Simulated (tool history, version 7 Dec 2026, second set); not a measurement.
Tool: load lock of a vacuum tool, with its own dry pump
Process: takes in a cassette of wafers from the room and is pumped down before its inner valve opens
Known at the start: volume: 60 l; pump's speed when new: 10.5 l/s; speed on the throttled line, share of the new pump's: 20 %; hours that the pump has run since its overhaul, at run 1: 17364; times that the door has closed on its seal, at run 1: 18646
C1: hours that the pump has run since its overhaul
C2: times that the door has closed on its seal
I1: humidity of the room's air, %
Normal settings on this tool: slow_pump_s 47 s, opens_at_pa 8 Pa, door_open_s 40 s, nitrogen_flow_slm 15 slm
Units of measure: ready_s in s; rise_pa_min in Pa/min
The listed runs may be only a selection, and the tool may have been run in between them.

run 1 hour=0.0 | slow_pump_s=47 opens_at_pa=8 door_open_s=40 nitrogen_flow_slm=15 | C1=17364 C2=18646 | I1=43.0 | ready_s=97.7 rise_pa_min=0.176
run 2 hour=426.2 | slow_pump_s=47 opens_at_pa=8 door_open_s=40 nitrogen_flow_slm=15 | C1=17790 C2=20720 | I1=43.7 | ready_s=97.7 rise_pa_min=0.196
run 3 hour=800.4 | slow_pump_s=47 opens_at_pa=8 door_open_s=194 nitrogen_flow_slm=15 | C1=18165 C2=22540 | I1=41.9 | ready_s=97.8 rise_pa_min=0.247
run 4 hour=1128.1 | slow_pump_s=47 opens_at_pa=8 door_open_s=40 nitrogen_flow_slm=15 | C1=18492 C2=24134 | I1=39.7 | ready_s=98.0 rise_pa_min=0.242
run 5 hour=1570.2 | slow_pump_s=47 opens_at_pa=8 door_open_s=40 nitrogen_flow_slm=15 | C1=18935 C2=26286 | I1=41.6 | ready_s=97.7 rise_pa_min=0.273
-- hour=1611.3 door's seal changed, seat wiped
run 6 hour=1977.7 | slow_pump_s=47 opens_at_pa=8 door_open_s=40 nitrogen_flow_slm=15 | C1=19341 C2=1783 | I1=45.2 | ready_s=97.3 rise_pa_min=0.019
run 7 hour=2423.6 | slow_pump_s=47 opens_at_pa=8 door_open_s=40 nitrogen_flow_slm=15 | C1=19786 C2=3952 | I1=45.9 | ready_s=98.9 rise_pa_min=0.029
run 8 hour=2812.3 | slow_pump_s=47 opens_at_pa=8 door_open_s=40 nitrogen_flow_slm=15 | C1=20175 C2=5843 | I1=44.8 | ready_s=98.0 rise_pa_min=0.038
run 9 hour=3102.9 | slow_pump_s=47 opens_at_pa=8 door_open_s=40 nitrogen_flow_slm=15 | C1=20466 C2=7257 | I1=46.1 | ready_s=98.7 rise_pa_min=0.049
run 10 hour=3583.3 | slow_pump_s=47 opens_at_pa=8 door_open_s=40 nitrogen_flow_slm=15 | C1=20946 C2=9594 | I1=47.6 | ready_s=99.2 rise_pa_min=0.066
run 11 hour=3990.3 | slow_pump_s=47 opens_at_pa=8 door_open_s=40 nitrogen_flow_slm=15 | C1=21353 C2=11574 | I1=47.5 | ready_s=100.2 rise_pa_min=0.080
run 12 hour=4306.7 | slow_pump_s=47 opens_at_pa=8 door_open_s=40 nitrogen_flow_slm=15 | C1=21669 C2=13114 | I1=47.6 | ready_s=99.8 rise_pa_min=0.091
run 13 hour=4646.7 | slow_pump_s=47 opens_at_pa=15 door_open_s=40 nitrogen_flow_slm=15 | C1=22009 C2=14768 | I1=44.4 | ready_s=95.0 rise_pa_min=0.112
run 14 hour=5067.5 | slow_pump_s=47 opens_at_pa=15 door_open_s=40 nitrogen_flow_slm=15 | C1=22430 C2=16815 | I1=40.9 | ready_s=95.2 rise_pa_min=0.127
run 15 hour=5387.8 | slow_pump_s=47 opens_at_pa=8 door_open_s=45 nitrogen_flow_slm=15 | C1=22751 C2=18374 | I1=44.9 | ready_s=100.5 rise_pa_min=0.156
run 16 hour=5778.8 | slow_pump_s=47 opens_at_pa=8 door_open_s=45 nitrogen_flow_slm=15 | C1=23142 C2=20276 | I1=45.6 | ready_s=99.4 rise_pa_min=0.179
run 17 hour=6141.5 | slow_pump_s=47 opens_at_pa=8 door_open_s=45 nitrogen_flow_slm=15 | C1=23504 C2=22041 | I1=42.1 | ready_s=99.4 rise_pa_min=0.202
run 18 hour=6407.1 | slow_pump_s=47 opens_at_pa=8 door_open_s=45 nitrogen_flow_slm=15 | C1=23770 C2=23333 | I1=45.0 | ready_s=100.4 rise_pa_min=0.220
run 19 hour=6647.1 | slow_pump_s=47 opens_at_pa=8 door_open_s=45 nitrogen_flow_slm=15 | C1=24010 C2=24501 | I1=47.1 | ready_s=100.3 rise_pa_min=0.244
-- hour=7058.2 door's seal changed, seat wiped
run 20 hour=7087.7 | slow_pump_s=47 opens_at_pa=9 door_open_s=45 nitrogen_flow_slm=15 | C1=24449 C2=143 | I1=45.4 | ready_s=99.6 rise_pa_min=0.016
run 21 hour=7366.8 | slow_pump_s=51 opens_at_pa=9 door_open_s=28 nitrogen_flow_slm=21 | C1=24728 C2=1501 | I1=46.8 | ready_s=102.9 rise_pa_min=0.017
-- hour=7587.4 dry pump taken out, an overhauled one fitted
run 22 hour=7735.6 | slow_pump_s=93 opens_at_pa=8 door_open_s=40 nitrogen_flow_slm=15 | C1=148 C2=3266 | I1=45.1 | ready_s=128.8 rise_pa_min=0.027
run 23 hour=8094.4 | slow_pump_s=93 opens_at_pa=8 door_open_s=108 nitrogen_flow_slm=30 | C1=507 C2=5012 | I1=43.1 | ready_s=128.5 rise_pa_min=0.042
run 24 hour=8345.6 | slow_pump_s=77 opens_at_pa=12 door_open_s=34 nitrogen_flow_slm=6 | C1=758 C2=6234 | I1=43.0 | ready_s=113.5 rise_pa_min=0.040
run 25 hour=8776.3 | slow_pump_s=47 opens_at_pa=12 door_open_s=210 nitrogen_flow_slm=5 | C1=1189 C2=8330 | I1=45.1 | ready_s=90.5 rise_pa_min=0.100
run 26 hour=9069.6 | slow_pump_s=47 opens_at_pa=12 door_open_s=210 nitrogen_flow_slm=5 | C1=1482 C2=9756 | I1=48.4 | ready_s=91.2 rise_pa_min=0.113
run 27 hour=9493.5 | slow_pump_s=72 opens_at_pa=8 door_open_s=40 nitrogen_flow_slm=10 | C1=1906 C2=11819 | I1=44.1 | ready_s=111.9 rise_pa_min=0.084
run 28 hour=9858.7 | slow_pump_s=45 opens_at_pa=11 door_open_s=29 nitrogen_flow_slm=18 | C1=2271 C2=13596 | I1=44.6 | ready_s=89.1 rise_pa_min=0.090
run 29 hour=10190.7 | slow_pump_s=45 opens_at_pa=11 door_open_s=29 nitrogen_flow_slm=18 | C1=2603 C2=15211 | I1=45.3 | ready_s=89.6 rise_pa_min=0.108
run 30 hour=10480.5 | slow_pump_s=45 opens_at_pa=11 door_open_s=81 nitrogen_flow_slm=5 | C1=2893 C2=16621 | I1=44.4 | ready_s=87.6 rise_pa_min=0.149
run 31 hour=10749.5 | slow_pump_s=45 opens_at_pa=12 door_open_s=81 nitrogen_flow_slm=4 | C1=3162 C2=17930 | I1=45.7 | ready_s=88.4 rise_pa_min=0.159
run 32 hour=11031.3 | slow_pump_s=45 opens_at_pa=12 door_open_s=81 nitrogen_flow_slm=4 | C1=3444 C2=19301 | I1=47.8 | ready_s=88.8 rise_pa_min=0.193
run 33 hour=11289.2 | slow_pump_s=84 opens_at_pa=8 door_open_s=81 nitrogen_flow_slm=4 | C1=3702 C2=20556 | I1=43.9 | ready_s=121.9 rise_pa_min=0.198
run 34 hour=11686.0 | slow_pump_s=60 opens_at_pa=8 door_open_s=195 nitrogen_flow_slm=4 | C1=4099 C2=22486 | I1=45.5 | ready_s=103.2 rise_pa_min=0.245
run 35 hour=12096.1 | slow_pump_s=43 opens_at_pa=8 door_open_s=195 nitrogen_flow_slm=33 | C1=4509 C2=24482 | I1=49.5 | ready_s=89.9 rise_pa_min=0.252
run 36 hour=12336.1 | slow_pump_s=43 opens_at_pa=8 door_open_s=195 nitrogen_flow_slm=33 | C1=4749 C2=25649 | I1=43.9 | ready_s=90.4 rise_pa_min=0.271

How the hidden state differs across the entries between the runs, from the last listed run before each to the first after it:
Logged between run 5 and run 6: door's seal changed, seat wiped (hour 1611.3)
  pump's speed, % of a new pump's: 87.2 -> 87; leak at the door's seal, Pa l/s: 0.2671 -> 0.0086
  difference, measured minus the result without the unlogged condition, ready_s: +6.5 -> +6.6 s; rise_pa_min: +0.262 -> +0.007 Pa/min
Logged between run 19 and run 20: door's seal changed, seat wiped (hour 7058.2)
  pump's speed, % of a new pump's: 83.8 -> 83.5; leak at the door's seal, Pa l/s: 0.225 -> 0.0025
  difference, measured minus the result without the unlogged condition, ready_s: +8.7 -> +8.9 s; rise_pa_min: +0.230 -> +0.001 Pa/min
Logged between run 21 and run 22: dry pump taken out, an overhauled one fitted (hour 7587.4)
  pump's speed, % of a new pump's: 83.3 -> 100; leak at the door's seal, Pa l/s: 0.0066 -> 0.0137
  difference, measured minus the result without the unlogged condition, ready_s: +8.8 -> +0.0 s; rise_pa_min: +0.004 -> +0.012 Pa/min

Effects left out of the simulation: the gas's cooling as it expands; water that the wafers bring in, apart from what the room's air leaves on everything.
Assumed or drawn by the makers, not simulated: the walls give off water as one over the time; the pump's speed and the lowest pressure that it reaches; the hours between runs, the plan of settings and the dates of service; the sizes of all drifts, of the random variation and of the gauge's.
